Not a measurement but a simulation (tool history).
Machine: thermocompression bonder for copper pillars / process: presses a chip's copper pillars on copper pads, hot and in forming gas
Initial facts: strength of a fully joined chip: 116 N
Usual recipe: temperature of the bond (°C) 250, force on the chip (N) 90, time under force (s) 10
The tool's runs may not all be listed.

run,hour,temperature of the bond (°C),force on the chip (N),time under force (s),force that shears a chip off (N)
1,0.0,250,90,10,46.3
2,82.5,250,90,10,46.3
3,140.0,250,90,10,45.5
# hour 157.9: forming gas filter changed
4,220.1,250,90,10,46.7
5,287.2,250,90,10,46.0
6,349.6,250,55,10,33.7
7,399.4,250,55,17,42.1
8,468.7,250,90,14,52.2
9,531.6,250,90,14,51.1
# hour 550.7: forming gas filter changed
10,632.4,250,126,14,63.1
11,727.1,250,90,10,45.6
12,781.2,252,90,10,46.3
13,875.3,250,90,10,44.8
# hour 944.3: forming gas filter changed
14,964.1,250,90,10,46.0
15,1054.8,230,93,10,34.8
16,1128.7,230,93,10,35.2
17,1223.3,251,67,11,38.6
18,1309.3,251,67,11,38.3
# hour 1317.8: heater calibrated with a thermocouple chip
# hour 1343.9: forming gas filter changed
19,1380.2,250,103,10,49.3
20,1428.4,250,66,10,36.4
21,1471.0,250,66,10,36.5
22,1561.4,250,66,10,36.2
# hour 1625.8: heater calibrated with a thermocouple chip, once more
23,1658.0,250,66,10,38.8
24,1720.4,250,90,10,45.6
# hour 1737.6: forming gas filter changed
25,1802.1,250,108,9,51.3
26,1872.6,267,116,10,65.9
# hour 1940.2: force cell calibrated
27,1962.4,267,116,10,64.0

How would selected steps in force that shears a chip off (N) from run to run divide? Give the signed amount a tool lacking its hidden state would still show from settings, what came in and random variation, and the signed amount left for the hidden state, including any gauge scatter that is not in both of the compared results.
The tool's hidden condition here consists of: true temperature of the bond over the reading, C; force that reaches the chip, % of what is set; oxide that the forming gas leaves, % of the face; drift of the gauge itself on shear_n, %.
Run 10 -> 11: force on the chip (N) 126 -> 90, time under force (s) 14 -> 10. force that shears a chip off (N) -17.5: hidden state -0.3, all else -17.2.
Run 22 -> 23: heater calibrated with a thermocouple chip, once more. force that shears a chip off (N) +2.6: hidden state +2.3, all else +0.3.
Run 25 -> 26: temperature of the bond (°C) 250 -> 267, force on the chip (N) 108 -> 116, time under force (s) 9 -> 10. force that shears a chip off (N) +14.6: hidden state -0.5, all else +15.1.
Run 26 -> 27: force cell calibrated. force that shears a chip off (N) -1.9: hidden state -2.1, all else +0.2.
